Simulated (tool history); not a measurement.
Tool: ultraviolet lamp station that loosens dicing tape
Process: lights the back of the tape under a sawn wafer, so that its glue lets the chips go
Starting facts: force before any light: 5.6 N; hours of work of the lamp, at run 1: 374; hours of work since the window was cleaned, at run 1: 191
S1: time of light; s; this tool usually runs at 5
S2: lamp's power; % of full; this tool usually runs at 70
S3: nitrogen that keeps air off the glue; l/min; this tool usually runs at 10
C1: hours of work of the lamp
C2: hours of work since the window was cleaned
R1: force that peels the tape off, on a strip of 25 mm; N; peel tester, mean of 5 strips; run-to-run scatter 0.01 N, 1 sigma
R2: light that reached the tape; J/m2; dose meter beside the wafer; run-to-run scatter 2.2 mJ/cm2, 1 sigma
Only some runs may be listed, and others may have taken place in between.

Run 1, hour 0.0: usual settings; C1 374; C2 191. Result: R1 0.771 N, R2 1610 J/m2.
Run 2, hour 19.3: usual settings; C1 384; C2 201. Result: R1 0.740 N, R2 1650 J/m2.
Run 3, hour 29.6: usual settings; C1 390; C2 207. Result: R1 0.747 N, R2 1600 J/m2.
Run 4, hour 53.6: usual settings but S2 62 % of full; C1 402; C2 220. Result: R1 0.937 N, R2 1370 J/m2.
Run 5, hour 69.4: usual settings but S2 62 % of full; C1 411; C2 228. Result: R1 0.985 N, R2 1430 J/m2.
Run 6, hour 83.1: usual settings; C1 418; C2 235. Result: R1 0.784 N, R2 1600 J/m2.
Run 7, hour 105.3: usual settings; C1 430; C2 247. Result: R1 0.801 N, R2 1540 J/m2.
Run 8, hour 116.8: usual settings; C1 436; C2 253. Result: R1 0.814 N, R2 1520 J/m2.
Run 9, hour 130.9: usual settings but S1 9 s; C1 443; C2 261. Result: R1 0.236 N, R2 2820 J/m2.
Run 10, hour 144.3: usual settings but S1 9 s, S2 94 % of full; C1 451; C2 268. Result: R1 0.137 N, R2 3690 J/m2.
Run 11, hour 159.5: usual settings; C1 459; C2 276. Result: R1 0.817 N, R2 1540 J/m2.
Run 12, hour 171.9: usual settings; C1 465; C2 282. Result: R1 0.812 N, R2 1490 J/m2.
Run 13, hour 183.9: usual settings but S2 86 % of full; C1 472; C2 289. Result: R1 0.562 N, R2 1820 J/m2.
Run 14, hour 201.2: usual settings; C1 481; C2 298. Result: R1 0.838 N, R2 1480 J/m2.
Run 15, hour 225.9: usual settings; C1 494; C2 311. Result: R1 0.889 N, R2 1500 J/m2.
Run 16, hour 243.1: usual settings; C1 503; C2 320. Result: R1 0.893 N, R2 1470 J/m2.
Run 17, hour 263.0: usual settings but S2 64 % of full; C1 514; C2 331. Result: R1 1.040 N, R2 1380 J/m2.
Run 18, hour 283.3: usual settings but S2 64 % of full; C1 524; C2 342. Result: R1 1.067 N, R2 1350 J/m2.
Run 19, hour 300.6: usual settings but S2 64 % of full; C1 534; C2 351. Result: R1 1.077 N, R2 1310 J/m2.
Run 20, hour 318.1: usual settings; C1 543; C2 360. Result: R1 0.918 N, R2 1440 J/m2.
Run 21, hour 337.7: usual settings but S1 3 s; C1 553; C2 371. Result: R1 1.869 N, R2 830 J/m2.
Run 22, hour 360.6: usual settings but S1 3 s; C1 566; C2 383. Result: R1 1.937 N, R2 830 J/m2.
Run 23, hour 376.1: usual settings but S1 4 s, S2 64 % of full, S3 6 l/min; C1 574; C2 391. Result: R1 1.885 N, R2 1040 J/m2.
Run 24, hour 389.1: usual settings but S1 4 s, S2 64 % of full, S3 6 l/min; C1 581; C2 398. Result: R1 1.849 N, R2 1040 J/m2.
Run 25, hour 401.3: usual settings but S1 4 s, S3 14 l/min; C1 587; C2 405. Result: R1 1.156 N, R2 1130 J/m2.
Run 26, hour 420.7: usual settings but S1 4 s, S3 14 l/min; C1 598; C2 415. Result: R1 1.208 N, R2 1100 J/m2.
At hour 423.6: window cleaned of glue's vapour.
Run 27, hour 434.2: usual settings but S1 4 s, S3 14 l/min; C1 604; C2 6. Result: R1 1.235 N, R2 1060 J/m2.
Run 28, hour 445.6: usual settings but S1 4 s, S3 14 l/min; C1 611; C2 12. Result: R1 1.312 N, R2 1020 J/m2.
Run 29, hour 460.3: usual settings but S1 4 s, S3 14 l/min; C1 618; C2 20. Result: R1 1.270 N, R2 1070 J/m2.
Run 30, hour 484.8: usual settings but S2 86 % of full; C1 631; C2 33. Result: R1 0.763 N, R2 1630 J/m2.
Run 31, hour 497.4: usual settings but S2 86 % of full; C1 638; C2 39. Result: R1 0.780 N, R2 1560 J/m2.
Run 32, hour 517.1: usual settings but S1 3 s, S3 18 l/min; C1 649; C2 50. Result: R1 1.668 N, R2 750 J/m2.
Run 33, hour 528.9: usual settings but S1 4 s, S2 79 % of full; C1 655; C2 56. Result: R1 1.277 N, R2 1190 J/m2.
Run 34, hour 546.1: usual settings but S2 96 % of full; C1 664; C2 65. Result: R1 0.667 N, R2 1740 J/m2.
Run 35, hour 569.4: usual settings but S2 82 % of full, S3 15 l/min; C1 676; C2 78. Result: R1 0.666 N, R2 1470 J/m2.
At hour 571.6: window cleaned of glue's vapour, once more.
Run 36, hour 589.5: usual settings but S1 4 s, S2 74 % of full, S3 16 l/min; C1 687; C2 10. Result: R1 1.021 N, R2 1180 J/m2.
Run 37, hour 610.2: usual settings but S1 4 s, S2 74 % of full, S3 16 l/min; C1 698; C2 21. Result: R1 1.028 N, R2 1200 J/m2.
Run 38, hour 630.9: usual settings but S2 64 % of full, S3 5 l/min; C1 709; C2 32. Result: R1 1.667 N, R2 1250 J/m2.
Run 39, hour 652.1: usual settings but S2 64 % of full, S3 5 l/min; C1 720; C2 43. Result: R1 1.652 N, R2 1220 J/m2.
Run 40, hour 662.9: usual settings but S1 2 s, S2 61 % of full, S3 4 l/min; C1 726; C2 49. Result: R1 3.518 N, R2 470 J/m2.
Run 41, hour 684.6: usual settings but S1 2 s, S2 61 % of full, S3 4 l/min; C1 737; C2 60. Result: R1 3.601 N, R2 450 J/m2.
Run 42, hour 695.6: usual settings but S1 10 s; C1 743; C2 66. Result: R1 0.269 N, R2 2650 J/m2.
Run 43, hour 713.4: usual settings but S1 10 s; C1 753; C2 75. Result: R1 0.266 N, R2 2640 J/m2.
Run 44, hour 732.4: usual settings but S1 2 s, S2 78 % of full, S3 4 l/min; C1 763; C2 86. Result: R1 3.324 N, R2 630 J/m2.

Results per run with the tool's hidden condition removed, run-to-run variation unchanged:
Unlogged tool condition in this case: lamp's light, % of a new lamp's; light that the window lets through, % of a clean one's; drift of the gauge itself on peel_n, %; drift of the gauge itself on dose_mj_cm2, %.
run     R1    R2
  1  0.477  2040
  2  0.452  2090
  3  0.453  2040
  4  0.581  1780
  5  0.609  1850
  6  0.460  2080
  7  0.464  2040
  8  0.471  2020
  9  0.139  3750
 10  0.104  4940
 11  0.455  2070
 12  0.448  2030
 13  0.289  2480
 14  0.449  2030
 15  0.476  2070
 16  0.475  2040
 17  0.558  1920
 18  0.570  1900
 19  0.569  1870
 20  0.461  2060
 21  1.173  1210
 22  1.206  1220
 23  1.163  1510
 24  1.134  1520
 25  0.581  1660
 26  0.598  1630
 27  0.572  1650
 28  0.599  1610
 29  0.586  1670
 30  0.288  2570
 31  0.294  2500
 32  0.843  1220
 33  0.553  1900
 34  0.234  2830
 35  0.228  2420
 36  0.483  1740
 37  0.481  1770
 38  0.927  1890
 39  0.911  1860
 40  2.820   720
 41  2.874   700
 42  0.128  4110
 43  0.124  4110
 44  2.470   960
